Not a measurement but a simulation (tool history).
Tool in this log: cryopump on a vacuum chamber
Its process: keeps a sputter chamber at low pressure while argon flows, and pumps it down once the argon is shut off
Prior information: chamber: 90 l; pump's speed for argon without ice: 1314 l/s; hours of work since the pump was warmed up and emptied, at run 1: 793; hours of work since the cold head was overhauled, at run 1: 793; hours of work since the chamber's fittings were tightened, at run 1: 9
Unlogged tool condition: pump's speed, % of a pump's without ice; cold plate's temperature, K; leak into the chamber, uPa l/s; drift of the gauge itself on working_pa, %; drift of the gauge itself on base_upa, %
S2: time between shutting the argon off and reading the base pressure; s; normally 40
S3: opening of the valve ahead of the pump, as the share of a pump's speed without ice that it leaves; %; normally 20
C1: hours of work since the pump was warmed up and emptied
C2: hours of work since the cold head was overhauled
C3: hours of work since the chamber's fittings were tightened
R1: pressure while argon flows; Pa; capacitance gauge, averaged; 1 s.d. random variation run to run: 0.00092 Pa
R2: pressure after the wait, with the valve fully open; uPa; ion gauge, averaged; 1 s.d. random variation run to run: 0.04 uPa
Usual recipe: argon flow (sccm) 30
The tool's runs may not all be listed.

Run 1, hour 0: usual settings; C1 793; C2 793; C3 9. Result: R1 0.2015 Pa, R2 2.4 uPa.
Run 2, hour 49.8: usual settings but S2 32 s; C1 818; C2 818; C3 34. Result: R1 0.2028 Pa, R2 2.98 uPa.
Run 3, hour 153.1: usual settings but S2 24 s; C1 869; C2 869; C3 85. Result: R1 0.2017 Pa, R2 3.77 uPa.
Run 4, hour 202.7: usual settings but argon flow (sccm) 51; C1 894; C2 894; C3 110. Result: R1 0.3465 Pa, R2 2.5 uPa.
Run 5, hour 273.5: usual settings; C1 929; C2 929; C3 145. Result: R1 0.2032 Pa, R2 2.66 uPa.
Run 6, hour 321.4: usual settings but argon flow (sccm) 16; C1 953; C2 953; C3 169. Result: R1 0.1076 Pa, R2 2.74 uPa.
Run 7, hour 423.2: usual settings but argon flow (sccm) 14; C1 1004; C2 1004; C3 220. Result: R1 0.0963 Pa, R2 2.75 uPa.
At hour 498.7: pump warmed up, emptied and cooled again.
Run 8, hour 502.4: usual settings; C1 2; C2 1041; C3 257. Result: R1 0.1927 Pa, R2 2.7 uPa.
Run 9, hour 560: usual settings; C1 31; C2 1070; C3 286. Result: R1 0.1936 Pa, R2 2.72 uPa.
Run 10, hour 614.8: usual settings; C1 58; C2 1097; C3 314. Result: R1 0.1926 Pa, R2 2.8 uPa.
Run 11, hour 712.2: usual settings; C1 107; C2 1146; C3 362. Result: R1 0.1932 Pa, R2 2.79 uPa.
Run 12, hour 817.8: usual settings; C1 159; C2 1199; C3 415. Result: R1 0.1953 Pa, R2 2.81 uPa.
Run 13, hour 890.7: usual settings; C1 196; C2 1235; C3 451. Result: R1 0.1945 Pa, R2 2.95 uPa.
Run 14, hour 953: usual settings but S2 22 s; C1 227; C2 1266; C3 482. Result: R1 0.1961 Pa, R2 4.75 uPa.
Run 15, hour 1029.9: usual settings but S2 22 s; C1 265; C2 1305; C3 521. Result: R1 0.195 Pa, R2 4.84 uPa.
Run 16, hour 1109.8: usual settings; C1 305; C2 1345; C3 561. Result: R1 0.198 Pa, R2 3.14 uPa.
Run 17, hour 1205.9: usual settings but S2 57 s; C1 353; C2 1393; C3 609. Result: R1 0.1969 Pa, R2 2.63 uPa.
Run 18, hour 1267.8: usual settings but argon flow (sccm) 35; C1 384; C2 1424; C3 640. Result: R1 0.2302 Pa, R2 3.34 uPa.
Run 19, hour 1346: usual settings but argon flow (sccm) 51, S2 267 s; C1 423; C2 1463; C3 679. Result: R1 0.3341 Pa, R2 1.63 uPa.
Run 20, hour 1423.6: usual settings but argon flow (sccm) 51, S2 152 s, S3 15 %; C1 462; C2 1502; C3 718. Result: R1 0.4459 Pa, R2 1.94 uPa.
Run 21, hour 1471.1: usual settings but argon flow (sccm) 57, S2 115 s, S3 48 %; C1 486; C2 1525; C3 741. Result: R1 0.1628 Pa, R2 2.17 uPa.
Run 22, hour 1572.5: usual settings but argon flow (sccm) 57, S2 115 s, S3 44 %; C1 537; C2 1576; C3 792. Result: R1 0.177 Pa, R2 2.34 uPa.
Run 23, hour 1652.8: usual settings but argon flow (sccm) 57, S2 115 s, S3 44 %; C1 577; C2 1616; C3 832. Result: R1 0.1788 Pa, R2 2.35 uPa.
Run 24, hour 1720.6: usual settings but argon flow (sccm) 29, S2 31 s, S3 32 %; C1 610; C2 1650; C3 866. Result: R1 0.1242 Pa, R2 4.5 uPa.
Run 25, hour 1812: usual settings but argon flow (sccm) 18, S2 38 s, S3 32 %; C1 656; C2 1696; C3 912. Result: R1 0.0769 Pa, R2 3.85 uPa.
Run 26, hour 1920: usual settings but argon flow (sccm) 18, S2 38 s, S3 32 %; C1 710; C2 1750; C3 966. Result: R1 0.0771 Pa, R2 3.94 uPa.
Run 27, hour 2012.8: usual settings but argon flow (sccm) 22, S2 32 s, S3 38 %; C1 757; C2 1796; C3 1012. Result: R1 0.0813 Pa, R2 4.61 uPa.
Run 28, hour 2090.1: usual settings but argon flow (sccm) 17, S3 59 %; C1 795; C2 1835; C3 1051. Result: R1 0.0417 Pa, R2 4.15 uPa.
Run 29, hour 2192.7: usual settings but argon flow (sccm) 35, S3 50 %; C1 846; C2 1886; C3 1102. Result: R1 0.1013 Pa, R2 4.23 uPa.
Run 30, hour 2293.7: usual settings but argon flow (sccm) 15, S2 21 s, S3 26 %; C1 897; C2 1936; C3 1152. Result: R1 0.0798 Pa, R2 6.08 uPa.
Run 31, hour 2371.8: usual settings but argon flow (sccm) 17, S2 255 s; C1 936; C2 1975; C3 1191. Result: R1 0.1171 Pa, R2 2.62 uPa.
Run 32, hour 2477.7: usual settings but argon flow (sccm) 17, S2 255 s; C1 989; C2 2028; C3 1244. Result: R1 0.1145 Pa, R2 2.83 uPa.
Run 33, hour 2573: usual settings but argon flow (sccm) 32, S2 205 s, S3 33 %; C1 1036; C2 2076; C3 1292. Result: R1 0.1389 Pa, R2 2.92 uPa.

How the hidden state differs across the entries between the runs, from the last listed run before each to the first after it:
Runs 7 to 8: pump warmed up, emptied and cooled again (hour 498.7)
  pump's speed, % of a pump's without ice: 77.8 -> 99.4; cold plate's temperature, K: 12.43 -> 12.44; leak into the chamber, uPa l/s: 716 -> 782
  the result without the hidden state subtracted from the measured one, R1: +0.0053 -> +0.0006 Pa; R2: +0.48 -> +0.38 uPa

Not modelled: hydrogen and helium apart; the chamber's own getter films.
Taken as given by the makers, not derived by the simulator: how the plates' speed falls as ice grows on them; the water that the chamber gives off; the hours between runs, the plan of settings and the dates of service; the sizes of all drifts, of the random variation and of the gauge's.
